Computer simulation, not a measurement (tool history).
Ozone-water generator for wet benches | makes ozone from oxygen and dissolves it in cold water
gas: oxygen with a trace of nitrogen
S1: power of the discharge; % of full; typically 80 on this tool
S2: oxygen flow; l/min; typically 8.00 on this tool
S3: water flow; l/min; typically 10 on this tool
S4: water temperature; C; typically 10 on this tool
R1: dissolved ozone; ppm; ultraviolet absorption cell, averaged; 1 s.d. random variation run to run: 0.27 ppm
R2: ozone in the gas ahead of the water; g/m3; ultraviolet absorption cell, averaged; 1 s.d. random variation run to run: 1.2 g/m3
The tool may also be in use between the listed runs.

run	hour	S1	S2	S3	S4	R1	R2
1	0.0	80	8.00	10	10	38.2	194.1
2	50.2	80	8.00	8	10	43.0	194.7
3	117.9	80	8.00	10	10	38.2	193.4
# hour 163.2: water thermometer calibrated
4	188.3	80	8.00	10	10	38.4	191.9
5	253.4	80	8.00	14	10	31.3	194.8
6	308.4	80	8.00	14	10	31.2	192.7
7	359.1	80	8.00	14	10	31.2	194.2
8	422.5	80	8.00	14	10	31.0	191.6
9	458.0	80	8.00	14	10	31.0	191.3
10	515.4	80	8.00	14	9	31.8	191.8
11	576.7	80	8.00	14	9	31.5	192.1
12	648.5	80	8.00	14	9	31.5	188.2
13	701.9	80	8.00	15	10	29.7	191.3
14	753.1	80	8.00	15	10	29.4	191.2
15	791.9	80	8.00	15	10	29.4	192.2
16	840.3	80	8.00	15	10	29.4	188.6
17	900.9	80	5.36	15	10	29.2	229.1
18	930.5	50	7.89	7	18	25.3	133.7
19	1003.8	50	7.89	7	18	25.4	134.0
20	1048.0	50	7.63	7	18	25.8	133.8
21	1104.5	50	7.63	7	18	25.6	135.5
22	1160.7	50	7.63	7	18	25.6	135.2
23	1212.1	50	8.42	12	18	19.7	127.9
24	1246.1	50	8.42	12	18	19.7	128.5
25	1294.9	92	8.42	12	18	30.6	198.9
26	1348.8	49	13.68	6	8	29.0	100.5
27	1410.2	84	9.29	13	6	34.7	179.4
28	1461.4	77	9.29	13	13	27.8	169.8
29	1532.7	77	9.29	13	13	28.2	167.3
30	1593.5	45	8.32	13	13	19.0	117.9
31	1624.7	69	6.84	7	13	36.8	176.6
32	1678.3	69	6.84	7	13	37.1	179.1

Each row is a separate what-if for the run after 32, all from the same tool condition, not one after another. Results?
A	1719.7	51	8.00	10	8	?	?
B	1719.7	80	6.01	10	10	?	?
C	1719.7	95	8.00	13	12	?	?
D	1719.7	42	6.84	7	13	?	?

run	R1	R2
A	27.1	132.8
B	37.2	209.6
C	34.2	208.6
D	25.5	122.6
With no hidden state in the tool, these same runs would have given:
run	R1	R2
A	30.6	145.8
B	44.0	240.3
C	41.2	243.3
D	28.3	132.1
